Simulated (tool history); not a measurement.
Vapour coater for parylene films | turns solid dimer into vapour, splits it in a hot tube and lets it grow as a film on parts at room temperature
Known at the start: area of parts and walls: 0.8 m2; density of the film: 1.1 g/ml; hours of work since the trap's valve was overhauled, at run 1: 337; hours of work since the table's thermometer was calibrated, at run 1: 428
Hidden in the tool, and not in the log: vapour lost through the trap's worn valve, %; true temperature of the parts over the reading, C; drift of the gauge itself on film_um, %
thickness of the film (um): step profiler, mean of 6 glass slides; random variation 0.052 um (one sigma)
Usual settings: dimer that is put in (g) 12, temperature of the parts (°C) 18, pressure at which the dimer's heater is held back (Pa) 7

run     day  dimer that is put in (g)  temperature of the parts (°C)  pressure at which the dimer's heater is held back (Pa)  hours of work since the trap's valve was overhauled  hours of work since the table's thermometer was calibrated  thickness of the film (um)
  1       0                        12                             18                                                       7                                                  337                                                         428                        6.06
  2     1.1                        12                             18                                                       7                                                  350                                                         441                        6.07
      1.488  -- trap's valve overhauled
  3   2.421                        12                             18                                                       7                                                   11                                                         455                           6
  4   3.588                        12                             18                                                       7                                                   25                                                         469                        6.06
  5   4.671                        12                             18                                                       7                                                   38                                                         481                        6.07
  6   5.429                        12                             18                                                       7                                                   47                                                         490                         6.1
  7   6.629                        12                             18                                                       7                                                   61                                                         505                        6.11
  8     7.3                        12                             18                                                       7                                                   69                                                         513                        6.04
  9   7.846                        12                             18                                                       7                                                   75                                                         519                        6.09
 10   8.421                        12                             18                                                    4.29                                                   82                                                         526                        6.28
 11   9.229                        12                             13                                                       7                                                   92                                                         535                        7.79
 12   9.775                        12                             13                                                       7                                                   98                                                         542                        7.55
 13  10.929                        12                             13                                                       7                                                  112                                                         556                        7.79
 14  11.592                        12                             13                                                       7                                                  120                                                         563                        7.88
 15  12.596                        12                             13                                                       7                                                  132                                                         575                        7.76
 16  13.321                        12                             18                                                       7                                                  140                                                         584                        6.07
 17  14.279                        12                             18                                                       7                                                  152                                                         595                        5.97
 18  14.933                        12                             18                                                       7                                                  160                                                         603                        6.12
 19  15.496                        12                             18                                                       7                                                  166                                                         610                        6.02
 20  16.196                        12                             18                                                       7                                                  175                                                         618                        6.19
 21  16.825                        12                             18                                                       7                                                  182                                                         626                        6.08
 22  17.888                        12                             18                                                       7                                                  195                                                         638                        6.14
 23  18.879                        15                             27                                                       7                                                  206                                                         650                        4.81
 24  19.621                        12                             16                                                    2.49                                                  215                                                         659                        7.21
 25  20.208                        10                             30                                                       7                                                  222                                                         666                        2.78
 26  21.017                         8                             23                                                    8.21                                                  232                                                         675                        3.11
 27  21.879                         8                             23                                                    8.21                                                  242                                                         686                        3.15
 28  22.825                        12                             13                                                    2.43                                                  253                                                         697                        8.39
 29  23.946                        12                             13                                                    2.43                                                  266                                                         710                        8.38
 30  24.892                        12                             13                                                    2.43                                                  278                                                         721                         8.4
 31  25.983                        12                             16                                                    2.58                                                  291                                                         734                        7.24
 32  26.467                        12                             17                                                    4.38                                                  296                                                         740                         6.5
 33  27.279                        18                             14                                                    2.94                                                  306                                                         750                       11.66
 34  28.442                         6                             14                                                    2.99                                                  320                                                         763                        3.93
 35  29.562                         6                             14                                                    2.99                                                  333                                                         777                         3.9
 36  30.758                         5                             18                                                    2.99                                                  347                                                         791                        2.64
     31.346  -- trap's valve overhauled
 37  31.696                         5                             18                                                    2.99                                                    4                                                         800                        2.73
 38  32.283                        17                             19                                                    2.71                                                   11                                                         807                        8.71
 39  33.329                        17                             19                                                    2.71                                                   24                                                         819                         8.9
 40  33.996                         7                             11                                                    2.21                                                   31                                                         827                        5.44
 41  34.954                         7                             11                                                   11.36                                                   43                                                         839                        4.91
 42  36.038                         7                             11                                                   11.36                                                   56                                                         852                        4.84
 43  37.029                         7                             18                                                   11.36                                                   67                                                         863                        3.38

Forecast each of these 3 alternatives for the next run:
  A  37.592                        17                             19                                                   11.36                                                   74                                                         870                           ?
  B  37.592                        12                             18                                                    2.06                                                   74                                                         870                           ?
  C  37.592                        12                             29                                                    5.92                                                   74                                                         870                           ?

run  thickness of the film (um)
  A                        8.04
  B                        6.63
  C                        3.54
Without the tool's hidden state the same runs would have given:
run  thickness of the film (um)
  A                        8.04
  B                        6.63
  C                        3.54
